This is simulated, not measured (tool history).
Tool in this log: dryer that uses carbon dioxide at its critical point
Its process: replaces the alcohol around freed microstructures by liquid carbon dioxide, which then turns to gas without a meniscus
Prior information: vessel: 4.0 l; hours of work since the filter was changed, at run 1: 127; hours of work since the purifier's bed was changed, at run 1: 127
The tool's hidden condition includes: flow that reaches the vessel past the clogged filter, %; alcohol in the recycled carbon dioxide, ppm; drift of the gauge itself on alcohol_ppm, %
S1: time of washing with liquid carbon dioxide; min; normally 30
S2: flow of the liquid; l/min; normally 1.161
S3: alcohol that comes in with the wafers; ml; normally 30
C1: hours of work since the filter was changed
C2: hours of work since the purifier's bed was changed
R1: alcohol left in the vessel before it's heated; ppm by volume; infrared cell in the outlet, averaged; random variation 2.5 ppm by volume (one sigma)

Run 1, hour 0: usual settings; C1 127; C2 127. Result: R1 27 ppm by volume.
Run 2, hour 7.5: usual settings; C1 132; C2 132. Result: R1 29 ppm by volume.
Run 3, hour 23.8: usual settings; C1 141; C2 141. Result: R1 25 ppm by volume.
Run 4, hour 34.6: usual settings; C1 148; C2 148. Result: R1 29 ppm by volume.
Run 5, hour 51.4: usual settings; C1 158; C2 158. Result: R1 28 ppm by volume.
Run 6, hour 66.7: usual settings; C1 167; C2 167. Result: R1 30 ppm by volume.
Run 7, hour 84.5: usual settings; C1 178; C2 178. Result: R1 29 ppm by volume.
Run 8, hour 98.3: usual settings; C1 186; C2 186. Result: R1 33 ppm by volume.
Run 9, hour 109.6: usual settings; C1 193; C2 193. Result: R1 31 ppm by volume.
Run 10, hour 119.5: usual settings but S3 38 ml; C1 199; C2 199. Result: R1 36 ppm by volume.
Run 11, hour 129.2: usual settings but S3 38 ml; C1 204; C2 204. Result: R1 43 ppm by volume.
Run 12, hour 143.8: usual settings but S3 38 ml; C1 213; C2 213. Result: R1 39 ppm by volume.
Run 13, hour 153.7: usual settings but S3 31 ml; C1 219; C2 219. Result: R1 33 ppm by volume.
Run 14, hour 165.7: usual settings but S1 39 min; C1 226; C2 226. Result: R1 18 ppm by volume.
Run 15, hour 175.1: usual settings but S1 22 min, S2 0.93 l/min, S3 96 ml; C1 232; C2 232. Result: R1 802 ppm by volume.
Run 16, hour 192.3: usual settings but S1 47 min, S2 0.79 l/min, S3 22 ml; C1 242; C2 242. Result: R1 23 ppm by volume.
Run 17, hour 207.5: usual settings but S1 47 min, S2 0.79 l/min, S3 22 ml; C1 251; C2 251. Result: R1 28 ppm by volume.
Run 18, hour 217.6: usual settings but S3 48 ml; C1 257; C2 257. Result: R1 54 ppm by volume.
Run 19, hour 227.4: usual settings but S1 24 min; C1 263; C2 263. Result: R1 90 ppm by volume.
Run 20, hour 237.3: usual settings but S1 38 min, S2 1.94 l/min, S3 78 ml; C1 269; C2 269. Result: R1 10 ppm by volume.
Run 21, hour 251.9: usual settings but S1 39 min, S2 1.02 l/min, S3 78 ml; C1 278; C2 278. Result: R1 44 ppm by volume.
Run 22, hour 261.8: usual settings but S1 23 min, S2 0.85 l/min, S3 78 ml; C1 284; C2 284. Result: R1 833 ppm by volume.
Run 23, hour 279.5: usual settings but S2 0.94 l/min, S3 27 ml; C1 294; C2 294. Result: R1 85 ppm by volume.
Run 24, hour 288.7: usual settings but S1 42 min, S2 0.94 l/min, S3 39 ml; C1 300; C2 300. Result: R1 35 ppm by volume.

Forecast each of these 4 alternatives for the next run:
Run A, hour 306.4: usual settings but S1 32 min, S2 1.11 l/min, S3 23 ml; C1 310; C2 310. Result: R1 ?.
Run B, hour 306.4: usual settings but S1 42 min, S2 0.94 l/min, S3 66 ml; C1 310; C2 310. Result: R1 ?.
Run C, hour 306.4: usual settings but S1 28 min, S2 1.81 l/min, S3 39 ml; C1 310; C2 310. Result: R1 ?.
Run D, hour 306.4: usual settings but S1 42 min, S2 1.65 l/min, S3 39 ml; C1 310; C2 310. Result: R1 ?.

run  R1
  A  33
  B  41
  C  18
  D  17
Without the tool's hidden state the same runs would have given:
run  R1
  A  14
  B  15
  C   7
  D   8

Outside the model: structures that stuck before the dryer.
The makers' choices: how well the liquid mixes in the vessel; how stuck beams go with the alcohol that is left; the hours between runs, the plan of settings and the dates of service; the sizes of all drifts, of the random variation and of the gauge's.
